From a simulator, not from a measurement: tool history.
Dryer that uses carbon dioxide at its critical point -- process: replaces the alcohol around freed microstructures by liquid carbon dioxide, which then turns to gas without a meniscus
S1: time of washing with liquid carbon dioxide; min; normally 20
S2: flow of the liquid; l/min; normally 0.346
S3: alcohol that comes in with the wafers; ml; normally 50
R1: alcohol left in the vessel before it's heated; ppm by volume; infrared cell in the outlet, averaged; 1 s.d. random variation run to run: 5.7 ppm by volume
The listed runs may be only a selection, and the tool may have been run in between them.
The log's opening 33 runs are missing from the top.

run,hour,S1,S2,S3,R1
34,1287.3,15,0.331,101,1979
35,1333.3,15,0.331,101,2137
36,1360.9,20,0.218,23,987
37,1410,20,0.292,50,693
38,1449,17,0.552,23,140
39,1501.2,20,0.309,76,906
40,1534,20,0.309,76,990
41,1570.5,29,0.208,76,1342
42,1593.9,25,0.346,21,172
43,1615,17,0.323,78,1793
44,1666.6,26,0.253,22,405
45,1689.8,13,0.346,50,2369

What if the next run were any one of these 3? Each begins from the tool's condition after run 45:
A,1716.6,13,0.346,50,?
B,1716.6,17,0.346,50,?
C,1716.6,20,0.346,50,?

run,R1
A,2463
B,1031
C,584
Stripped of hidden state, with their random variation kept, the same runs would have yielded:
run,R1
A,1297
B,418
C,180
